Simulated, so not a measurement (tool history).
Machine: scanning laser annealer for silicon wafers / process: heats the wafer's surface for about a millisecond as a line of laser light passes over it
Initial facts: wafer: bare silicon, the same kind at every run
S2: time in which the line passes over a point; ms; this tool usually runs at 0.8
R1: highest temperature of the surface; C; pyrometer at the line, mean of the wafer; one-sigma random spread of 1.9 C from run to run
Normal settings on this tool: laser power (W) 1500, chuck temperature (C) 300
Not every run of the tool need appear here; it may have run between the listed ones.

Run 1, hour 0: usual settings. Result: R1 1070 C.
Run 2, hour 38.3: usual settings. Result: R1 1069 C.
Run 3, hour 64: usual settings. Result: R1 1067 C.
Run 4, hour 94.6: usual settings. Result: R1 1070 C.
Run 5, hour 125.9: usual settings. Result: R1 1069 C.
At hour 135.2: optics aligned, line set to its width.
Run 6, hour 162.9: usual settings. Result: R1 1080 C.
Run 7, hour 198.6: usual settings. Result: R1 1084 C.
Run 8, hour 237.1: usual settings but laser power (W) 1461. Result: R1 1056 C.
Run 9, hour 263.9: usual settings. Result: R1 1077 C.
Run 10, hour 307.4: usual settings but laser power (W) 1591. Result: R1 1119 C.
Run 11, hour 336.7: usual settings but S2 0.865 ms. Result: R1 1103 C.
Run 12, hour 364.2: usual settings. Result: R1 1072 C.
Run 13, hour 411.5: usual settings. Result: R1 1073 C.
Run 14, hour 446.7: usual settings but laser power (W) 1610, S2 0.629 ms, chuck temperature (C) 330. Result: R1 1061 C.
Run 15, hour 471.3: usual settings but laser power (W) 1462, S2 0.694 ms. Result: R1 999 C.
Run 16, hour 518.2: usual settings but laser power (W) 1462, S2 0.955 ms, chuck temperature (C) 265. Result: R1 1087 C.
Run 17, hour 550.8: usual settings but laser power (W) 1408, S2 0.786 ms, chuck temperature (C) 272. Result: R1 989 C.
Run 18, hour 573.9: usual settings but laser power (W) 1365, S2 0.929 ms, chuck temperature (C) 274. Result: R1 1033 C.
Run 19, hour 608.7: usual settings but laser power (W) 1365, S2 0.929 ms, chuck temperature (C) 274. Result: R1 1029 C.
Run 20, hour 654.9: usual settings but laser power (W) 1506, chuck temperature (C) 311. Result: R1 1080 C.
At hour 698.1: window over the wafer cleaned.
Run 21, hour 703.6: usual settings but laser power (W) 1506, chuck temperature (C) 311. Result: R1 1101 C.
Run 22, hour 732.3: usual settings but laser power (W) 1506, S2 0.895 ms, chuck temperature (C) 311. Result: R1 1147 C.
Run 23, hour 759: usual settings but laser power (W) 1474, S2 0.895 ms, chuck temperature (C) 311. Result: R1 1132 C.
Run 24, hour 799.1: usual settings but laser power (W) 1474, S2 0.895 ms, chuck temperature (C) 311. Result: R1 1131 C.

Results per run with the tool's hidden condition removed, run-to-run variation unchanged:
What the log doesn't record here: light that passes the window, % of a clean one's; laser's true power over the reading, %; width of the line over the set one, %; drift of the gauge itself on peak_c, C.
run    R1
  1  1087
  2  1087
  3  1085
  4  1089
  5  1089
  6  1088
  7  1093
  8  1066
  9  1088
 10  1131
 11  1116
 12  1085
 13  1087
 14  1076
 15  1013
 16  1104
 17  1005
 18  1051
 19  1048
 20  1100
 21  1101
 22  1147
 23  1133
 24  1133
